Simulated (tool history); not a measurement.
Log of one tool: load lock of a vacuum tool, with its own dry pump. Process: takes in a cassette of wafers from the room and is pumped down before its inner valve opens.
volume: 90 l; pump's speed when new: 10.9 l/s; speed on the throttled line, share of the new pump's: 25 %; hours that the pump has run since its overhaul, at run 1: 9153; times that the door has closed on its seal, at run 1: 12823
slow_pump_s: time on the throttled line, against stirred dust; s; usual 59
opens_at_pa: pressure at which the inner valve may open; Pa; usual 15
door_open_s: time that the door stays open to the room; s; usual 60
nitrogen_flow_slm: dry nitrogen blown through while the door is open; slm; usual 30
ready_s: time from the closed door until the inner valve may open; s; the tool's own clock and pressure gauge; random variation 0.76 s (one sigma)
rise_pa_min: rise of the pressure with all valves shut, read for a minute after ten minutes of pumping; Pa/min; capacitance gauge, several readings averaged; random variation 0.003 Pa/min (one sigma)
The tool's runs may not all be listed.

run,day,slow_pump_s,opens_at_pa,door_open_s,nitrogen_flow_slm,hours that the pump has run since its overhaul,times that the door has closed on its seal,"incoming humidity of the room's air, %",ready_s,rise_pa_min
1,0.000,59,15,60,30,9153,12823,45.8,117.5,0.017
2,11.608,59,15,60,30,9431,13167,47.7,116.3,0.011
3,20.025,59,15,60,30,9633,13417,44.8,118.0,0.005
4,38.083,59,10,60,30,10067,13953,41.6,119.0,0.010
5,46.267,59,10,60,30,10263,14196,42.2,121.7,0.009
6,64.325,59,10,60,34,10696,14731,43.1,120.5,0.010
7,72.296,59,10,60,34,10888,14968,48.2,120.8,0.008
8,80.188,59,15,60,30,11077,15202,44.2,119.9,0.012
9,89.492,59,15,60,30,11300,15478,48.0,117.0,0.014
10,107.792,59,15,60,30,11740,16021,44.2,117.1,0.010
11,122.125,59,15,60,30,12084,16446,46.1,115.7,0.014
12,135.038,59,15,60,30,12393,16829,43.7,117.3,0.010
13,148.825,52,15,60,30,12724,17239,46.1,110.5,0.009
14,166.942,59,15,60,30,13159,17776,42.0,116.2,0.011
15,182.325,59,15,60,30,13528,18233,42.9,116.0,0.009
16,201.017,59,15,183,30,13977,18787,44.4,117.1,0.019
17,210.433,55,15,60,30,14203,19067,47.0,114.2,0.012
18,221.467,55,15,60,30,14468,19394,47.8,112.8,0.008
19,232.421,55,15,60,30,14731,19719,46.0,113.6,0.009
20,247.875,39,12,60,40,15102,20178,43.3,104.7,0.009
# day 252.854: dry pump taken out, an overhauled one fitted
21,266.483,38,20,60,5,327,20722,45.8,98.9,0.020
22,284.312,77,13,69,39,755,21251,44.1,133.1,0.006
23,300.546,77,13,69,39,1145,21733,46.1,133.0,0.006
24,314.158,85,13,69,39,1471,22137,44.8,136.7,0.004
25,330.417,47,13,69,28,1861,22619,45.7,108.9,0.014
26,339.283,59,13,60,43,2074,22882,43.3,117.3,0.010
27,348.788,59,13,60,43,2302,23164,46.7,117.9,0.013
28,360.879,38,15,60,30,2593,23523,45.9,100.7,0.004
29,368.754,53,15,60,8,2782,23757,45.0,111.7,0.018
30,387.088,53,15,60,8,3222,24301,45.8,113.4,0.017
31,401.725,53,15,60,8,3573,24735,41.4,112.6,0.017
32,410.733,86,15,60,38,3789,25003,43.2,137.4,0.005
33,422.108,56,15,60,18,4062,25340,46.3,114.4,0.012
34,435.879,56,15,60,18,4393,25749,46.0,116.1,0.015
35,453.604,59,14,128,30,4818,26275,43.8,117.8,0.016
36,468.346,59,11,120,30,5172,26712,43.4,122.4,0.011

5 ways to go on from here, each from the tool as it stands after run 36. What would each give?
A,484.671,59,11,183,30,5564,27196,44.9,?,?
B,484.671,59,18,118,40,5564,27196,43.8,?,?
C,484.671,42,10,43,30,5564,27196,43.7,?,?
D,484.671,83,11,50,30,5564,27196,43.0,?,?
E,484.671,59,11,120,19,5564,27196,47.6,?,?

run,ready_s,rise_pa_min
A,120.0,0.022
B,117.0,0.014
C,108.2,0.005
D,137.3,0.008
E,119.9,0.023
Without the tool's hidden state the same runs would have given:
run,ready_s,rise_pa_min
A,120.0,0.021
B,117.0,0.013
C,108.2,0.004
D,137.3,0.007
E,119.9,0.023
